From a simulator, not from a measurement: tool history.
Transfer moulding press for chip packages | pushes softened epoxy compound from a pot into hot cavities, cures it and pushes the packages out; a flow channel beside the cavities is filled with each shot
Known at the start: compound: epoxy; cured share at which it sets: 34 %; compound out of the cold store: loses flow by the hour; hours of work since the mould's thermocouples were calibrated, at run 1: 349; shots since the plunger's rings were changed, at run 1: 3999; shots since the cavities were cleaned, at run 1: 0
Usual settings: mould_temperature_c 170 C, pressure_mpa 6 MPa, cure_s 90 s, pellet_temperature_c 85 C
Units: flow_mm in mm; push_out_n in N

| run | hour | mould_temperature_c | pressure_mpa | cure_s | pellet_temperature_c | hours of work since the mould's thermocouples were calibrated | shots since the plunger's rings were changed | shots since the cavities were cleaned | incoming compound's hours out of the cold store | flow_mm | push_out_n |
|---|---|---|---|---|---|---|---|---|---|---|---|
| 1 | 0 | 170 | 6 | 90 | 85 | 349 | 3999 | 0 | 19.4 | 517 | 291 |
| 2 | 6.9 | 170 | 6 | 90 | 85 | 353 | 4077 | 78 | 21.4 | 519 | 290 |
| 3 | 21.3 | 170 | 6 | 90 | 85 | 361 | 4239 | 240 | 10.5 | 542 | 294 |
| 4 | 29.3 | 170 | 6 | 90 | 81 | 365 | 4328 | 329 | 37 | 494 | 297 |
| 5 | 36.5 | 170 | 6 | 90 | 81 | 369 | 4410 | 411 | 17.1 | 522 | 311 |
|  | 40 | plunger's sealing rings changed |
| 6 | 48.6 | 170 | 6 | 90 | 81 | 374 | 97 | 519 | 40.4 | 481 | 310 |
| 7 | 58.2 | 170 | 6 | 90 | 85 | 379 | 204 | 626 | 11.8 | 533 | 293 |
| 8 | 68.1 | 170 | 6 | 90 | 85 | 384 | 316 | 738 | 19.2 | 520 | 293 |
| 9 | 75.9 | 174 | 6 | 90 | 85 | 388 | 404 | 826 | 8.3 | 539 | 270 |
|  | 88.6 | cavities cleaned with cleaning compound and waxed |
| 10 | 93 | 174 | 6 | 90 | 85 | 396 | 579 | 49 | 16.2 | 529 | 276 |
| 11 | 105.4 | 174 | 6 | 90 | 85 | 403 | 719 | 189 | 10.3 | 531 | 285 |
| 12 | 116 | 174 | 6 | 90 | 85 | 408 | 837 | 307 | 27.9 | 500 | 289 |
| 13 | 124.3 | 170 | 6 | 90 | 85 | 413 | 930 | 400 | 20.4 | 522 | 299 |
| 14 | 138.9 | 170 | 6.45 | 90 | 85 | 420 | 1095 | 565 | 40.9 | 501 | 299 |
| 15 | 147 | 170 | 6.45 | 90 | 85 | 425 | 1186 | 656 | 16.5 | 545 | 295 |
| 16 | 154.8 | 164 | 6 | 95 | 85 | 429 | 1273 | 743 | 22.2 | 529 | 365 |
| 17 | 169.2 | 164 | 6 | 95 | 85 | 436 | 1435 | 905 | 18.5 | 531 | 362 |
|  | 173.7 | cavities cleaned with cleaning compound and waxed |
| 18 | 184.3 | 177 | 6.51 | 88 | 93 | 443 | 1588 | 119 | 12.1 | 553 | 285 |
| 19 | 195.6 | 177 | 6.51 | 88 | 93 | 449 | 1715 | 246 | 42.2 | 486 | 270 |
| 20 | 206.4 | 171 | 4.71 | 107 | 76 | 455 | 1836 | 367 | 44.3 | 422 | 268 |
| 21 | 216.8 | 172 | 4.71 | 94 | 76 | 461 | 1954 | 485 | 44 | 419 | 283 |
| 22 | 226.6 | 172 | 4.71 | 94 | 76 | 466 | 2064 | 595 | 41.8 | 426 | 287 |
| 23 | 238.2 | 172 | 4.71 | 94 | 76 | 472 | 2194 | 725 | 15.8 | 460 | 301 |
| 24 | 245.3 | 164 | 4.65 | 107 | 80 | 476 | 2274 | 805 | 10.4 | 483 | 321 |
| 25 | 256.6 | 164 | 7.47 | 107 | 88 | 481 | 2401 | 932 | 25.8 | 585 | 308 |
|  | 259.4 | cavities cleaned with cleaning compound and waxed |
| 26 | 267 | 173 | 5.29 | 79 | 94 | 486 | 2501 | 85 | 40.8 | 446 | 300 |
| 27 | 274 | 170 | 6.65 | 78 | 77 | 490 | 2580 | 164 | 43.9 | 502 | 366 |
| 28 | 282.5 | 170 | 6.65 | 78 | 77 | 494 | 2676 | 260 | 28.4 | 534 | 367 |
| 29 | 298.8 | 170 | 4.77 | 124 | 85 | 503 | 2859 | 443 | 11.6 | 483 | 272 |

Forecast each of these 3 alternatives for the next run:
| A | 306.2 | 170 | 5.26 | 90 | 85 | 507 | 2943 | 527 | 15.2 | ? | ? |
| B | 306.2 | 170 | 6.2 | 88 | 85 | 507 | 2943 | 527 | 28.2 | ? | ? |
| C | 306.2 | 170 | 7.2 | 100 | 85 | 507 | 2943 | 527 | 17.5 | ? | ? |

| run | flow_mm | push_out_n |
|---|---|---|
| A | 494 | 304 |
| B | 518 | 305 |
| C | 577 | 280 |
Without the tool's hidden state the same runs would have given:
| run | flow_mm | push_out_n |
|---|---|---|
| A | 495 | 300 |
| B | 519 | 301 |
| C | 578 | 277 |

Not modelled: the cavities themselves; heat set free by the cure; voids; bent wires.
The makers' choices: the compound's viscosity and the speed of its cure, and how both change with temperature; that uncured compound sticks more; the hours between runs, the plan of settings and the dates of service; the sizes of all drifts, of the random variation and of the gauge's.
